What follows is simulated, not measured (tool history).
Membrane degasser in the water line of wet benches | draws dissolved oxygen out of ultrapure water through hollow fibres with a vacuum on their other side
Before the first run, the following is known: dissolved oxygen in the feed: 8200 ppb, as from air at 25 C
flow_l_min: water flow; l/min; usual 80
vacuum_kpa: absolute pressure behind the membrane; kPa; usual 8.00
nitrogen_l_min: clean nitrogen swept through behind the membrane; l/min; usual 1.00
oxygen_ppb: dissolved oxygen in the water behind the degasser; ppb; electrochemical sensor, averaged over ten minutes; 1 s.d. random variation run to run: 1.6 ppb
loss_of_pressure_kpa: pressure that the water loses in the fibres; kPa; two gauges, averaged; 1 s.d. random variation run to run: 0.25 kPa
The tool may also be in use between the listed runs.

run 1 day=0.000 | flow_l_min=80 vacuum_kpa=8.00 nitrogen_l_min=1.00 | oxygen_ppb=609.6 loss_of_pressure_kpa=68.60
run 2 day=1.421 | flow_l_min=80 vacuum_kpa=8.00 nitrogen_l_min=1.00 | oxygen_ppb=608.8 loss_of_pressure_kpa=68.48
run 3 day=4.329 | flow_l_min=80 vacuum_kpa=8.00 nitrogen_l_min=1.00 | oxygen_ppb=610.0 loss_of_pressure_kpa=68.79
run 4 day=5.854 | flow_l_min=80 vacuum_kpa=8.00 nitrogen_l_min=1.00 | oxygen_ppb=614.0 loss_of_pressure_kpa=68.65
run 5 day=8.167 | flow_l_min=80 vacuum_kpa=8.00 nitrogen_l_min=1.00 | oxygen_ppb=609.3 loss_of_pressure_kpa=68.46
run 6 day=9.571 | flow_l_min=80 vacuum_kpa=9.66 nitrogen_l_min=1.00 | oxygen_ppb=805.2 loss_of_pressure_kpa=68.21
run 7 day=12.346 | flow_l_min=80 vacuum_kpa=8.00 nitrogen_l_min=1.00 | oxygen_ppb=611.8 loss_of_pressure_kpa=68.74
run 8 day=15.292 | flow_l_min=80 vacuum_kpa=8.00 nitrogen_l_min=1.00 | oxygen_ppb=612.1 loss_of_pressure_kpa=68.71
run 9 day=16.829 | flow_l_min=80 vacuum_kpa=4.82 nitrogen_l_min=1.00 | oxygen_ppb=216.5 loss_of_pressure_kpa=68.54
run 10 day=18.629 | flow_l_min=80 vacuum_kpa=4.82 nitrogen_l_min=1.00 | oxygen_ppb=216.7 loss_of_pressure_kpa=68.41
-- day=18.792 vacuum gauge calibrated
run 11 day=21.917 | flow_l_min=80 vacuum_kpa=4.82 nitrogen_l_min=1.00 | oxygen_ppb=217.4 loss_of_pressure_kpa=68.93
run 12 day=24.271 | flow_l_min=80 vacuum_kpa=4.82 nitrogen_l_min=1.00 | oxygen_ppb=217.8 loss_of_pressure_kpa=68.51
run 13 day=27.442 | flow_l_min=53 vacuum_kpa=19.75 nitrogen_l_min=0.73 | oxygen_ppb=1741.1 loss_of_pressure_kpa=45.23
-- day=28.642 vacuum gauge calibrated, once more
run 14 day=30.146 | flow_l_min=50 vacuum_kpa=8.00 nitrogen_l_min=1.70 | oxygen_ppb=290.4 loss_of_pressure_kpa=42.84
run 15 day=32.983 | flow_l_min=77 vacuum_kpa=10.55 nitrogen_l_min=0.89 | oxygen_ppb=956.6 loss_of_pressure_kpa=66.14
run 16 day=34.967 | flow_l_min=77 vacuum_kpa=18.08 nitrogen_l_min=1.05 | oxygen_ppb=1599.9 loss_of_pressure_kpa=65.97
run 17 day=37.788 | flow_l_min=80 vacuum_kpa=8.00 nitrogen_l_min=2.39 | oxygen_ppb=324.6 loss_of_pressure_kpa=68.39
run 18 day=39.412 | flow_l_min=80 vacuum_kpa=8.00 nitrogen_l_min=2.39 | oxygen_ppb=325.5 loss_of_pressure_kpa=68.96
run 19 day=40.854 | flow_l_min=76 vacuum_kpa=8.00 nitrogen_l_min=1.00 | oxygen_ppb=588.4 loss_of_pressure_kpa=65.67

Below are 3 alternative next runs, each starting from the tool's condition after run 19. Predict each:
run A day=42.725 | flow_l_min=84 vacuum_kpa=11.15 nitrogen_l_min=1.82 | oxygen_ppb=? loss_of_pressure_kpa=?
run B day=42.725 | flow_l_min=93 vacuum_kpa=9.91 nitrogen_l_min=0.63 | oxygen_ppb=? loss_of_pressure_kpa=?
run C day=42.725 | flow_l_min=76 vacuum_kpa=8.00 nitrogen_l_min=1.16 | oxygen_ppb=? loss_of_pressure_kpa=?

run=A oxygen_ppb=672.0 loss_of_pressure_kpa=72.48
run=B oxygen_ppb=1191.5 loss_of_pressure_kpa=79.84
run=C oxygen_ppb=535.6 loss_of_pressure_kpa=65.50
Without the tool's hidden state the same runs would have given:
run=A oxygen_ppb=671.6 loss_of_pressure_kpa=71.66
run=B oxygen_ppb=1193.6 loss_of_pressure_kpa=78.94
run=C oxygen_ppb=535.7 loss_of_pressure_kpa=64.77

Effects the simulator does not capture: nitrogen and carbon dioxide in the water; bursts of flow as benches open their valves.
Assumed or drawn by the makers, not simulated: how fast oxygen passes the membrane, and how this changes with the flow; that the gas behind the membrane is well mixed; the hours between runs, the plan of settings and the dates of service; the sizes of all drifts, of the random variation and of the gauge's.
